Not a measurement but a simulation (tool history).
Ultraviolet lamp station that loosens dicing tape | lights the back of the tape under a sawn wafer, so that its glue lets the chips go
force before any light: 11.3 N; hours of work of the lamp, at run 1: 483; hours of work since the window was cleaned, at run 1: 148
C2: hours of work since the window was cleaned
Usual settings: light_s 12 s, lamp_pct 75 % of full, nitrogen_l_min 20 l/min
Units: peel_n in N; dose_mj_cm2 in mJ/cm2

run 1 hour=0.0 | light_s=12 lamp_pct=75 nitrogen_l_min=20 | hours_of_work_of_the_lamp=483 C2=148 | peel_n=0.703 dose_mj_cm2=290
run 2 hour=13.3 | light_s=12 lamp_pct=75 nitrogen_l_min=20 | hours_of_work_of_the_lamp=492 C2=158 | peel_n=0.717 dose_mj_cm2=297
run 3 hour=26.2 | light_s=12 lamp_pct=75 nitrogen_l_min=20 | hours_of_work_of_the_lamp=502 C2=167 | peel_n=0.736 dose_mj_cm2=295
run 4 hour=45.1 | light_s=12 lamp_pct=75 nitrogen_l_min=20 | hours_of_work_of_the_lamp=515 C2=181 | peel_n=0.752 dose_mj_cm2=294
run 5 hour=67.2 | light_s=12 lamp_pct=75 nitrogen_l_min=20 | hours_of_work_of_the_lamp=531 C2=197 | peel_n=0.739 dose_mj_cm2=285
run 6 hour=81.8 | light_s=12 lamp_pct=75 nitrogen_l_min=20 | hours_of_work_of_the_lamp=542 C2=207 | peel_n=0.787 dose_mj_cm2=285
run 7 hour=99.8 | light_s=12 lamp_pct=75 nitrogen_l_min=20 | hours_of_work_of_the_lamp=555 C2=220 | peel_n=0.771 dose_mj_cm2=287
run 8 hour=114.7 | light_s=9 lamp_pct=75 nitrogen_l_min=20 | hours_of_work_of_the_lamp=565 C2=231 | peel_n=1.392 dose_mj_cm2=207
run 9 hour=138.0 | light_s=10 lamp_pct=75 nitrogen_l_min=20 | hours_of_work_of_the_lamp=582 C2=248 | peel_n=1.210 dose_mj_cm2=231
run 10 hour=147.7 | light_s=12 lamp_pct=78 nitrogen_l_min=20 | hours_of_work_of_the_lamp=589 C2=255 | peel_n=0.765 dose_mj_cm2=292
run 11 hour=165.7 | light_s=12 lamp_pct=78 nitrogen_l_min=20 | hours_of_work_of_the_lamp=602 C2=268 | peel_n=0.766 dose_mj_cm2=285
run 12 hour=178.3 | light_s=12 lamp_pct=78 nitrogen_l_min=20 | hours_of_work_of_the_lamp=611 C2=277 | peel_n=0.792 dose_mj_cm2=286
run 13 hour=200.2 | light_s=12 lamp_pct=78 nitrogen_l_min=20 | hours_of_work_of_the_lamp=627 C2=293 | peel_n=0.785 dose_mj_cm2=282
run 14 hour=212.3 | light_s=12 lamp_pct=78 nitrogen_l_min=20 | hours_of_work_of_the_lamp=636 C2=302 | peel_n=0.797 dose_mj_cm2=280
run 15 hour=236.4 | light_s=12 lamp_pct=64 nitrogen_l_min=20 | hours_of_work_of_the_lamp=653 C2=319 | peel_n=1.266 dose_mj_cm2=227
run 16 hour=259.1 | light_s=12 lamp_pct=66 nitrogen_l_min=20 | hours_of_work_of_the_lamp=670 C2=335 | peel_n=1.189 dose_mj_cm2=231
run 17 hour=277.5 | light_s=12 lamp_pct=66 nitrogen_l_min=20 | hours_of_work_of_the_lamp=683 C2=349 | peel_n=1.211 dose_mj_cm2=231
run 18 hour=296.7 | light_s=12 lamp_pct=75 nitrogen_l_min=20 | hours_of_work_of_the_lamp=697 C2=362 | peel_n=0.963 dose_mj_cm2=255
-- hour=303.9 window cleaned of glue's vapour
run 19 hour=319.2 | light_s=12 lamp_pct=75 nitrogen_l_min=20 | hours_of_work_of_the_lamp=713 C2=11 | peel_n=0.769 dose_mj_cm2=287
run 20 hour=332.7 | light_s=12 lamp_pct=75 nitrogen_l_min=7 | hours_of_work_of_the_lamp=722 C2=21 | peel_n=1.647 dose_mj_cm2=286
run 21 hour=349.9 | light_s=12 lamp_pct=75 nitrogen_l_min=7 | hours_of_work_of_the_lamp=735 C2=33 | peel_n=1.604 dose_mj_cm2=281
run 22 hour=359.7 | light_s=12 lamp_pct=75 nitrogen_l_min=7 | hours_of_work_of_the_lamp=742 C2=40 | peel_n=1.625 dose_mj_cm2=279
run 23 hour=376.3 | light_s=8 lamp_pct=75 nitrogen_l_min=12 | hours_of_work_of_the_lamp=754 C2=52 | peel_n=2.331 dose_mj_cm2=190
run 24 hour=390.7 | light_s=8 lamp_pct=79 nitrogen_l_min=12 | hours_of_work_of_the_lamp=764 C2=63 | peel_n=2.229 dose_mj_cm2=197
run 25 hour=410.0 | light_s=12 lamp_pct=75 nitrogen_l_min=13 | hours_of_work_of_the_lamp=778 C2=77 | peel_n=1.118 dose_mj_cm2=275
run 26 hour=430.2 | light_s=11 lamp_pct=71 nitrogen_l_min=21 | hours_of_work_of_the_lamp=793 C2=91 | peel_n=1.099 dose_mj_cm2=240
run 27 hour=452.8 | light_s=6 lamp_pct=75 nitrogen_l_min=20 | hours_of_work_of_the_lamp=809 C2=107 | peel_n=2.895 dose_mj_cm2=134
run 28 hour=472.2 | light_s=6 lamp_pct=75 nitrogen_l_min=20 | hours_of_work_of_the_lamp=823 C2=121 | peel_n=2.983 dose_mj_cm2=132
run 29 hour=493.3 | light_s=12 lamp_pct=70 nitrogen_l_min=20 | hours_of_work_of_the_lamp=838 C2=137 | peel_n=1.042 dose_mj_cm2=250
run 30 hour=513.3 | light_s=12 lamp_pct=70 nitrogen_l_min=20 | hours_of_work_of_the_lamp=853 C2=151 | peel_n=1.084 dose_mj_cm2=247
run 31 hour=528.5 | light_s=12 lamp_pct=70 nitrogen_l_min=20 | hours_of_work_of_the_lamp=864 C2=162 | peel_n=1.101 dose_mj_cm2=246
run 32 hour=549.5 | light_s=15 lamp_pct=75 nitrogen_l_min=18 | hours_of_work_of_the_lamp=879 C2=177 | peel_n=0.640 dose_mj_cm2=322
run 33 hour=573.6 | light_s=15 lamp_pct=75 nitrogen_l_min=18 | hours_of_work_of_the_lamp=896 C2=195 | peel_n=0.638 dose_mj_cm2=316
run 34 hour=586.3 | light_s=12 lamp_pct=65 nitrogen_l_min=40 | hours_of_work_of_the_lamp=905 C2=204 | peel_n=0.897 dose_mj_cm2=220
run 35 hour=598.9 | light_s=6 lamp_pct=75 nitrogen_l_min=40 | hours_of_work_of_the_lamp=914 C2=213 | peel_n=2.557 dose_mj_cm2=126
run 36 hour=621.0 | light_s=12 lamp_pct=75 nitrogen_l_min=6 | hours_of_work_of_the_lamp=930 C2=229 | peel_n=2.230 dose_mj_cm2=251
run 37 hour=636.4 | light_s=12 lamp_pct=86 nitrogen_l_min=12 | hours_of_work_of_the_lamp=941 C2=240 | peel_n=1.122 dose_mj_cm2=282
run 38 hour=649.1 | light_s=12 lamp_pct=86 nitrogen_l_min=12 | hours_of_work_of_the_lamp=951 C2=249 | peel_n=1.119 dose_mj_cm2=283
run 39 hour=664.7 | light_s=12 lamp_pct=86 nitrogen_l_min=12 | hours_of_work_of_the_lamp=962 C2=260 | peel_n=1.162 dose_mj_cm2=283
run 40 hour=677.2 | light_s=16 lamp_pct=88 nitrogen_l_min=20 | hours_of_work_of_the_lamp=971 C2=269 | peel_n=0.408 dose_mj_cm2=382
run 41 hour=688.9 | light_s=20 lamp_pct=75 nitrogen_l_min=22 | hours_of_work_of_the_lamp=979 C2=278 | peel_n=0.327 dose_mj_cm2=396
run 42 hour=712.9 | light_s=14 lamp_pct=94 nitrogen_l_min=33 | hours_of_work_of_the_lamp=997 C2=295 | peel_n=0.360 dose_mj_cm2=349
run 43 hour=728.1 | light_s=14 lamp_pct=94 nitrogen_l_min=33 | hours_of_work_of_the_lamp=1008 C2=306 | peel_n=0.353 dose_mj_cm2=346

How the hidden state differs across the entries between the runs, from the last listed run before each to the first after it:
Between runs 18 and 19: window cleaned of glue's vapour (hour 303.9)
  lamp's light, % of a new lamp's: 80.7 -> 80.4; light that the window lets through, % of a clean one's: 88.9 -> 99
  measured less the result without the state, peel_n: +0.500 -> +0.308 N; dose_mj_cm2: -102 -> -74 mJ/cm2
